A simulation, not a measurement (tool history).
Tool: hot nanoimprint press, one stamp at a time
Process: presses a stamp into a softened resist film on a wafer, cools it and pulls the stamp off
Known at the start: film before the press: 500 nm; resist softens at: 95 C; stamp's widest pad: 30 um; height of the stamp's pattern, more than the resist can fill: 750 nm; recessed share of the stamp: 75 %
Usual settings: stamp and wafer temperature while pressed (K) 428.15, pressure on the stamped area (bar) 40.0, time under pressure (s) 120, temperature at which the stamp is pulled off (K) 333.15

run   hour  stamp and wafer temperature while pressed (K)  pressure on the stamped area (bar)  time under pressure (s)  temperature at which the stamp is pulled off (K)  resist left under the stamp's widest pad (angstrom)  greatest force while the stamp is pulled off (N)
  1    0.0                                         428.15                                40.0                      120                                            333.15                                                 2144                                                97
  2   26.6                                         428.15                                40.0                      120                                            333.15                                                 2149                                                98
  3   45.4                                         428.15                                40.0                      120                                            333.15                                                 2142                                                97
      79.1  -- stamp cleaned and given a new release coat
  4   84.8                                         428.15                                40.0                      120                                            333.15                                                 2161                                                97
  5  123.5                                         428.15                                40.0                      120                                            333.15                                                 2153                                                95
  6  142.6                                         428.15                                40.0                      120                                            333.15                                                 2169                                                96
  7  171.2                                         428.15                                40.0                      120                                            330.15                                                 2132                                               104
  8  191.4                                         428.15                                40.0                      120                                            333.15                                                 2163                                                95
  9  208.8                                         428.15                                40.0                      120                                            331.15                                                 2145                                                99
 10  241.5                                         428.15                                40.0                      120                                            331.15                                                 2137                                               104
 11  262.4                                         428.15                                40.0                      120                                            331.15                                                 2156                                               100
 12  302.0                                         428.15                                40.0                      120                                            333.15                                                 2134                                                96
 13  323.0                                         428.15                                40.0                      120                                            333.15                                                 2126                                                96
 14  348.5                                         428.15                                40.0                      120                                            333.15                                                 2136                                                95
 15  366.3                                         428.15                                40.0                      120                                            333.15                                                 2147                                                96
 16  395.7                                         421.15                                40.0                      190                                            333.15                                                 2421                                                96
 17  427.6                                         422.15                                30.9                      240                                            330.15                                                 2376                                               103
 18  457.3                                         429.15                                53.9                       81                                            337.15                                                 2080                                                87
     467.4  -- plate thermocouple calibrated
 19  492.4                                         436.15                                53.9                      193                                            337.15                                                 1072                                                86
 20  515.5                                         436.15                                53.9                      193                                            337.15                                                 1070                                                85
 21  547.5                                         436.15                                53.9                      193                                            337.15                                                 1081                                                85
 22  576.7                                         436.15                                61.0                      193                                            337.15                                                 1001                                                86
 23  600.9                                         430.15                                40.7                      213                                            335.15                                                 1546                                                93
 24  636.5                                         430.15                                40.7                      213                                            335.15                                                 1533                                                92
 25  672.6                                         430.15                                40.7                      213                                            335.15                                                 1532                                                92
 26  701.0                                         428.15                                48.0                      128                                            319.15                                                 1906                                               132
     725.1  -- stamp cleaned and given a new release coat
 27  736.6                                         428.15                                48.0                      128                                            319.15                                                 1894                                               130
 28  753.6                                         428.15                                48.0                      128                                            319.15                                                 1887                                               131
 29  782.5                                         428.15                                48.0                      229                                            319.15                                                 1491                                               131

Some steps in resist left under the stamp's widest pad (angstrom) between neighbouring runs. How much of each would the tool show without its hidden state too (settings, what came in, random variation), and how much is left for the hidden state, with any gauge scatter that isn't in both results?
The hidden state here: true temperature over the reading, C; pressure that arrives at the usual setting, %; grip of the stamp's worn release coat, % over a new coat's; drift of the gauge itself on residual_nm, %; drift of the gauge itself on pull_off_n, %.
Run 18 -> 19: stamp and wafer temperature while pressed (K) 429.15 -> 436.15, time under pressure (s) 81 -> 193, plate thermocouple calibrated. resist left under the stamp's widest pad (angstrom) -1008: hidden state +6, all else -1014.
Run 22 -> 23: stamp and wafer temperature while pressed (K) 436.15 -> 430.15, pressure on the stamped area (bar) 61.0 -> 40.7, time under pressure (s) 193 -> 213, temperature at which the stamp is pulled off (K) 337.15 -> 335.15. resist left under the stamp's widest pad (angstrom) +545: hidden state -7, all else +552.

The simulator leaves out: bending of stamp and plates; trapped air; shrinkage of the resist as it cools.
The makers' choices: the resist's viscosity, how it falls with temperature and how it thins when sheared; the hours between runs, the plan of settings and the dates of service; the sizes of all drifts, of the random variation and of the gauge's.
